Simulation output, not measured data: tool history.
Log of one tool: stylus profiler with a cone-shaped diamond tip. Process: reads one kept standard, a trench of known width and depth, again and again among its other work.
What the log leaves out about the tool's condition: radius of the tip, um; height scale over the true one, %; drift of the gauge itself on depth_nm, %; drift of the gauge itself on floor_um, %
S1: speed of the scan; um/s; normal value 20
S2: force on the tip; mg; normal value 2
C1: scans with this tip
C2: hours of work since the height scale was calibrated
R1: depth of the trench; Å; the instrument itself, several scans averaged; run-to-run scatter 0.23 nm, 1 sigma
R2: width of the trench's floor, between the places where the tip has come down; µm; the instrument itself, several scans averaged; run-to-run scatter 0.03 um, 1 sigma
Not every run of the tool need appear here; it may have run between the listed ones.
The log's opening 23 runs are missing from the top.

run 24 day=20.942 | S1=20 S2=1.38 | C1=3090 C2=11 | R1=10090.5 R2=96.17
run 25 day=21.625 | S1=70 S2=3.69 | C1=3146 C2=18 | R1=10163.6 R2=96.02
run 26 day=22.246 | S1=5 S2=1.57 | C1=3198 C2=24 | R1=10092.6 R2=96.27
run 27 day=23.333 | S1=20 S2=2.08 | C1=3288 C2=35 | R1=10112 R2=96.16
run 28 day=24.538 | S1=20 S2=2.08 | C1=3387 C2=47 | R1=10114 R2=96.12
run 29 day=25.35 | S1=42 S2=2.98 | C1=3455 C2=55 | R1=10142.2 R2=96.05
run 30 day=26.4 | S1=42 S2=2.98 | C1=3542 C2=66 | R1=10140.7 R2=96.11
run 31 day=26.979 | S1=31 S2=0.77 | C1=3590 C2=72 | R1=10062.2 R2=95.93
run 32 day=27.833 | S1=72 S2=2 | C1=3661 C2=80 | R1=10112.7 R2=95.9
run 33 day=28.954 | S1=72 S2=2 | C1=3753 C2=92 | R1=10105.3 R2=95.85
run 34 day=30.054 | S1=8 S2=0.73 | C1=3845 C2=103 | R1=10057.8 R2=96.15
run 35 day=30.896 | S1=12 S2=0.85 | C1=3914 C2=111 | R1=10066.3 R2=96.16
run 36 day=31.912 | S1=12 S2=0.85 | C1=3998 C2=121 | R1=10067.2 R2=96.12
run 37 day=32.812 | S1=69 S2=0.85 | C1=4073 C2=130 | R1=10067.8 R2=95.65
run 38 day=33.325 | S1=5 S2=2.3 | C1=4115 C2=136 | R1=10122.7 R2=96.22
run 39 day=34.262 | S1=5 S2=2.3 | C1=4193 C2=145 | R1=10127.3 R2=96.22
run 40 day=35.05 | S1=5 S2=2 | C1=4258 C2=153 | R1=10113.3 R2=96.22
run 41 day=35.596 | S1=5 S2=2.25 | C1=4304 C2=158 | R1=10122.8 R2=96.21
run 42 day=36.683 | S1=20 S2=0.97 | C1=4394 C2=169 | R1=10069.4 R2=96.06
run 43 day=37.808 | S1=44 S2=2 | C1=4487 C2=181 | R1=10110.9 R2=95.96
run 44 day=38.917 | S1=20 S2=4.3 | C1=4578 C2=192 | R1=10182.6 R2=96.21
run 45 day=40.088 | S1=6 S2=2.63 | C1=4675 C2=204 | R1=10132 R2=96.2
run 46 day=40.833 | S1=49 S2=0.92 | C1=4737 C2=211 | R1=10072 R2=95.79

What if the next run were any one of these 3? Each begins from the tool's condition after run 46:
run A day=41.883 | S1=79 S2=4.53 | C1=4824 C2=222 | R1=? R2=?
run B day=41.883 | S1=49 S2=2.09 | C1=4824 C2=222 | R1=? R2=?
run C day=41.883 | S1=53 S2=2 | C1=4824 C2=222 | R1=? R2=?

run=A R1=10188.9 R2=95.86
run=B R1=10114.8 R2=95.89
run=C R1=10116.9 R2=95.86
With the hidden condition removed and each run's random variation left untouched, the same runs would have given:
run=A R1=10179.7 R2=96.2
run=B R1=10105.6 R2=96.22
run=C R1=10107.7 R2=96.19
